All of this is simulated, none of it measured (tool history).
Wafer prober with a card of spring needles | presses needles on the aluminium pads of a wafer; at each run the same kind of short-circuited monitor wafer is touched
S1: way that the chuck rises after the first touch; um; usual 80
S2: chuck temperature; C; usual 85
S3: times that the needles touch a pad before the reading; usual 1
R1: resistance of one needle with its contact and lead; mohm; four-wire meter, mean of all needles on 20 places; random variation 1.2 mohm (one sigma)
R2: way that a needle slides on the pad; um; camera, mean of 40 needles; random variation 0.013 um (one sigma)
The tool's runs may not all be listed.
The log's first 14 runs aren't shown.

| run | hour | S1 | S2 | S3 | R1 | R2 |
|---|---|---|---|---|---|---|
|  | 247.3 | tips cleaned on abrasive film |
| 15 | 265.5 | 80 | 48 | 1 | 255 | 13.83 |
|  | 269.8 | tips cleaned on abrasive film |
| 16 | 279.7 | 80 | 48 | 1 | 258 | 13.83 |
|  | 291.7 | tips cleaned on abrasive film |
| 17 | 292.7 | 80 | 48 | 1 | 260 | 13.83 |
|  | 314.0 | tips cleaned on abrasive film |
| 18 | 323.6 | 71 | 43 | 1 | 255 | 12.26 |
|  | 336.5 | tips cleaned on abrasive film |
| 19 | 337.0 | 80 | 73 | 1 | 264 | 13.85 |
|  | 359.1 | tips cleaned on abrasive film |
| 20 | 365.7 | 80 | 88 | 2 | 267 | 13.83 |
|  | 379.2 | height of the first contact set anew |
|  | 381.1 | tips cleaned on abrasive film |
| 21 | 395.1 | 90 | 85 | 1 | 265 | 15.59 |
|  | 404.4 | tips cleaned on abrasive film |
| 22 | 417.6 | 90 | 85 | 1 | 262 | 15.56 |
|  | 426.3 | tips cleaned on abrasive film |
| 23 | 431.8 | 90 | 85 | 1 | 264 | 15.55 |
|  | 448.5 | tips cleaned on abrasive film |
| 24 | 449.3 | 90 | 85 | 1 | 265 | 15.56 |
|  | 471.3 | tips cleaned on abrasive film |
| 25 | 476.0 | 90 | 85 | 1 | 264 | 15.57 |
|  | 494.5 | tips cleaned on abrasive film |
| 26 | 501.4 | 95 | 109 | 1 | 272 | 16.42 |
|  | 516.9 | tips cleaned on abrasive film |
| 27 | 519.7 | 95 | 109 | 1 | 268 | 16.43 |
|  | 540.5 | tips cleaned on abrasive film |
| 28 | 545.3 | 95 | 109 | 1 | 271 | 16.42 |
|  | 563.6 | tips cleaned on abrasive film |
| 29 | 572.1 | 100 | 109 | 2 | 265 | 17.31 |
|  | 585.6 | tips cleaned on abrasive film |
| 30 | 586.1 | 64 | 43 | 1 | 257 | 11.06 |
| 31 | 603.4 | 64 | 43 | 1 | 256 | 11.05 |
|  | 608.5 | tips cleaned on abrasive film |
| 32 | 616.1 | 81 | 85 | 2 | 264 | 13.98 |
|  | 631.2 | tips cleaned on abrasive film |
| 33 | 644.4 | 61 | 41 | 1 | 256 | 10.56 |

3 ways to go on from here, each from the tool as it stands after run 33. What would each give?
|  | 653.2 | tips cleaned on abrasive film |
|  | 666.1 | height of the first contact set anew |
| A | 666.3 | 61 | 87 | 1 | ? | ? |
|  | 653.2 | tips cleaned on abrasive film |
|  | 666.1 | height of the first contact set anew |
| B | 666.3 | 61 | 41 | 3 | ? | ? |
|  | 653.2 | tips cleaned on abrasive film |
|  | 666.1 | height of the first contact set anew |
| C | 666.3 | 66 | 114 | 3 | ? | ? |

| run | R1 | R2 |
|---|---|---|
| A | 271 | 10.55 |
| B | 257 | 10.52 |
| C | 277 | 11.40 |
Without the tool's hidden state the same runs would have given:
| run | R1 | R2 |
|---|---|---|
| A | 277 | 10.55 |
| B | 263 | 10.52 |
| C | 283 | 11.40 |
